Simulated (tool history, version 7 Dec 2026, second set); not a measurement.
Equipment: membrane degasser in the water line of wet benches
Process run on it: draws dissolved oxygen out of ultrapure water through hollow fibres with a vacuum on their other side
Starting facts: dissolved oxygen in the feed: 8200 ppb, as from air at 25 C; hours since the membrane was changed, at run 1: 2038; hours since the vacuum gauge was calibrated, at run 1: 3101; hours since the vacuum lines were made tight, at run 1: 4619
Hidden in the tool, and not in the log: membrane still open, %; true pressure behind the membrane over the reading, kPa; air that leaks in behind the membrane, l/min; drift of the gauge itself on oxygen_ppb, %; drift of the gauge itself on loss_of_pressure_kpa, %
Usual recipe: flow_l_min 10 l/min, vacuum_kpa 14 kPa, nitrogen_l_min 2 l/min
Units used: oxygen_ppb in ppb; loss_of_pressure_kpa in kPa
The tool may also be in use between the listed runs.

| run | hour | flow_l_min | vacuum_kpa | nitrogen_l_min | hours since the membrane was changed | hours since the vacuum gauge was calibrated | hours since the vacuum lines were made tight | oxygen_ppb | loss_of_pressure_kpa |
|---|---|---|---|---|---|---|---|---|---|
| 1 | 0 | 10 | 14 | 2 | 2038 | 3101 | 4619 | 145 | 58.03 |
| 2 | 39.9 | 10 | 14 | 2 | 2078 | 3141 | 4659 | 144.9 | 57.56 |
| 3 | 76.8 | 10 | 14 | 1.29 | 2114 | 3178 | 4696 | 213.7 | 58.01 |
| 4 | 125.1 | 10 | 8.7 | 2 | 2163 | 3226 | 4744 | 79.4 | 57.94 |
| 5 | 179.2 | 10 | 14 | 2 | 2217 | 3281 | 4798 | 146.3 | 57.91 |
| 6 | 207.8 | 10 | 14 | 2 | 2245 | 3309 | 4827 | 145.7 | 58.08 |
| 7 | 236.7 | 10 | 14 | 2 | 2274 | 3338 | 4856 | 143 | 58.17 |
| 8 | 280.3 | 10 | 14 | 5.39 | 2318 | 3382 | 4899 | 59.9 | 58.37 |
| 9 | 323.3 | 12 | 14 | 2 | 2361 | 3425 | 4942 | 181 | 69.32 |
| 10 | 357.8 | 10 | 14 | 2 | 2395 | 3459 | 4977 | 146.5 | 57.84 |
| 11 | 410.1 | 10 | 14 | 2 | 2448 | 3512 | 5029 | 145.7 | 57.91 |
|  | 415.7 | vacuum gauge calibrated |
| 12 | 459.5 | 10 | 14 | 2 | 2497 | 44 | 5078 | 146.4 | 58.13 |
| 13 | 510.9 | 10 | 14 | 4.57 | 2548 | 95 | 5129 | 70.4 | 58.19 |
| 14 | 553.7 | 10 | 14 | 4.57 | 2591 | 138 | 5172 | 70.2 | 57.64 |
| 15 | 608.7 | 8 | 12.3 | 1.25 | 2646 | 193 | 5227 | 153.1 | 46.69 |
| 16 | 643 | 14 | 21.2 | 2.04 | 2680 | 227 | 5261 | 338.6 | 81.08 |
| 17 | 672.2 | 14 | 14.8 | 1.23 | 2709 | 257 | 5291 | 350.7 | 81.36 |
| 18 | 711.8 | 7 | 9.8 | 3.23 | 2749 | 296 | 5330 | 40.6 | 40.79 |
|  | 719.2 | vacuum gauge calibrated, once more |
| 19 | 757.5 | 7 | 8.7 | 3.23 | 2794 | 38 | 5375 | 32.6 | 40.33 |
| 20 | 787.9 | 7 | 8.7 | 3.23 | 2825 | 69 | 5406 | 32.3 | 41.12 |
| 21 | 816.8 | 7 | 8.7 | 3.23 | 2853 | 98 | 5435 | 32.8 | 40.99 |
| 22 | 840.8 | 7 | 11.5 | 2.42 | 2877 | 122 | 5459 | 64.6 | 40.54 |
| 23 | 879.9 | 15 | 20.1 | 0.91 | 2917 | 161 | 5498 | 648.4 | 87.67 |
| 24 | 924.2 | 9 | 20.5 | 2 | 2961 | 205 | 5542 | 199.8 | 52.74 |
|  | 929.1 | seals of the vacuum lines changed |
| 25 | 976 | 13 | 14 | 2 | 3011 | 255 | 47 | 195.7 | 75.97 |

Same runs, no hidden state in the tool, same run-to-run variation:
| run | oxygen_ppb | loss_of_pressure_kpa |
|---|---|---|
| 1 | 136.8 | 57.16 |
| 2 | 136.6 | 56.68 |
| 3 | 202.2 | 57.11 |
| 4 | 73.4 | 57.01 |
| 5 | 137.6 | 56.96 |
| 6 | 136.9 | 57.12 |
| 7 | 134.4 | 57.19 |
| 8 | 55.8 | 57.37 |
| 9 | 170.8 | 68.11 |
| 10 | 137.4 | 56.81 |
| 11 | 136.6 | 56.86 |
| 12 | 136.5 | 57.06 |
| 13 | 65.1 | 57.09 |
| 14 | 64.9 | 56.52 |
| 15 | 141 | 45.78 |
| 16 | 321.7 | 79.46 |
| 17 | 332.1 | 79.71 |
| 18 | 36.3 | 39.95 |
| 19 | 30.3 | 39.49 |
| 20 | 30.1 | 40.26 |
| 21 | 30.5 | 40.12 |
| 22 | 60.2 | 39.66 |
| 23 | 630.9 | 85.76 |
| 24 | 189.1 | 51.58 |
| 25 | 191.9 | 74.26 |

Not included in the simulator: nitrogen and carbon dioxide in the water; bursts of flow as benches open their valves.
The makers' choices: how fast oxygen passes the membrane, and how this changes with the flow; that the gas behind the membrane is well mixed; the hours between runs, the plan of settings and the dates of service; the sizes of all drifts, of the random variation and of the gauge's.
